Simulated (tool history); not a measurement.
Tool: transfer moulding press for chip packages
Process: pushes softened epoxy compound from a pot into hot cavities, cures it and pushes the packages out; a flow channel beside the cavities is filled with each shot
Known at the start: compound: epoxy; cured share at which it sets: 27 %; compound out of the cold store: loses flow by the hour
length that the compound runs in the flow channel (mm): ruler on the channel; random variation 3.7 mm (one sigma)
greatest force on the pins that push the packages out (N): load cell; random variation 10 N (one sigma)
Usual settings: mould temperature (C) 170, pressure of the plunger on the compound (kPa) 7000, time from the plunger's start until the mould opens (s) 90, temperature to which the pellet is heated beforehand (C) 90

run   hour  mould temperature (C)  pressure of the plunger on the compound (kPa)  time from the plunger's start until the mould opens (s)  temperature to which the pellet is heated beforehand (C)  incoming compound's hours out of the cold store  length that the compound runs in the flow channel (mm)  greatest force on the pins that push the packages out (N)
  1    0.0                    170                                           7000                                                       90                                                        90                                             27.7                                                     551                                                        563
  2   38.1                    170                                           7000                                                       96                                                        90                                             36.5                                                     521                                                        653
      54.2  -- plunger's sealing rings changed
      79.9  -- cavities cleaned with cleaning compound and waxed
  3   82.0                    170                                           7000                                                       96                                                        90                                             38.2                                                     533                                                        788
  4  106.3                    173                                           7000                                                       90                                                        90                                             17.5                                                     600                                                        808
  5  149.2                    173                                           7000                                                       90                                                        90                                             42.0                                                     512                                                        773
  6  180.0                    170                                           7000                                                       90                                                        90                                              9.6                                                     642                                                        834
     189.4  -- cavities cleaned with cleaning compound and waxed
  7  211.5                    170                                           7000                                                       90                                                        90                                             32.5                                                     550                                                        549
  8  233.3                    170                                           7000                                                       90                                                        90                                             28.7                                                     557                                                        620
  9  256.3                    170                                           7000                                                       90                                                        90                                             36.5                                                     526                                                        694
 10  285.6                    170                                           7000                                                       90                                                        90                                             37.3                                                     531                                                        739
     297.5  -- cavities cleaned with cleaning compound and waxed
 11  324.1                    170                                           7000                                                       90                                                        90                                             16.9                                                     608                                                        601
     345.3  -- cavities cleaned with cleaning compound and waxed, once more
 12  368.3                    170                                           7000                                                       90                                                        90                                             39.9                                                     514                                                        580
 13  411.5                    170                                           7000                                                       90                                                        90                                             34.8                                                     534                                                        685
 14  434.6                    170                                           7000                                                       90                                                        90                                              8.3                                                     632                                                        718
     453.2  -- cavities cleaned with cleaning compound and waxed
 15  465.7                    168                                           6750                                                       84                                                        90                                             32.2                                                     530                                                        624
 16  496.8                    170                                           7000                                                       90                                                        90                                             16.0                                                     609                                                        651
 17  526.8                    170                                           7000                                                       90                                                        90                                             22.3                                                     588                                                        736
     563.3  -- cavities cleaned with cleaning compound and waxed
 18  564.4                    170                                           7000                                                       90                                                        90                                             30.4                                                     551                                                        489
 19  608.7                    173                                           7710                                                       90                                                        97                                             47.6                                                     505                                                        591
 20  632.8                    173                                           7710                                                       90                                                        97                                             28.8                                                     570                                                        668
 21  664.1                    173                                           7710                                                       90                                                        97                                             44.8                                                     502                                                        672
     672.3  -- cavities cleaned with cleaning compound and waxed
 22  703.7                    169                                           5970                                                       95                                                        99                                             39.8                                                     467                                                        597
 23  734.2                    167                                           7000                                                       90                                                        86                                             27.2                                                     562                                                        748
     755.9  -- plunger's sealing rings changed
 24  779.4                    167                                           5540                                                      119                                                        80                                             29.1                                                     518                                                        703
     783.5  -- cavities cleaned with cleaning compound and waxed
 25  809.1                    170                                           7000                                                       86                                                        90                                             43.9                                                     516                                                        618
 26  842.2                    176                                           8120                                                      118                                                        95                                             42.9                                                     536                                                        632
 27  884.1                    176                                           8120                                                      118                                                        95                                             27.9                                                     598                                                        665

Forecast each of these 4 alternatives for the next run:
     891.1  -- cavities cleaned with cleaning compound and waxed
  A  920.0                    170                                           7000                                                       74                                                        90                                             39.4                                                       ?                                                          ?
     891.1  -- cavities cleaned with cleaning compound and waxed
  B  920.0                    163                                           8120                                                       94                                                        95                                             17.9                                                       ?                                                          ?
     891.1  -- cavities cleaned with cleaning compound and waxed
  C  920.0                    162                                           7000                                                       90                                                        90                                             21.3                                                       ?                                                          ?
     891.1  -- cavities cleaned with cleaning compound and waxed
  D  920.0                    170                                           7680                                                       99                                                        90                                             23.8                                                       ?                                                          ?

run  length that the compound runs in the flow channel (mm)  greatest force on the pins that push the packages out (N)
  A                                                     524                                                        761
  B                                                     672                                                        845
  C                                                     621                                                        987
  D                                                     610                                                        572
Without the tool's hidden state the same runs would have given:
run  length that the compound runs in the flow channel (mm)  greatest force on the pins that push the packages out (N)
  A                                                     526                                                        554
  B                                                     673                                                        603
  C                                                     622                                                        691
  D                                                     612                                                        448

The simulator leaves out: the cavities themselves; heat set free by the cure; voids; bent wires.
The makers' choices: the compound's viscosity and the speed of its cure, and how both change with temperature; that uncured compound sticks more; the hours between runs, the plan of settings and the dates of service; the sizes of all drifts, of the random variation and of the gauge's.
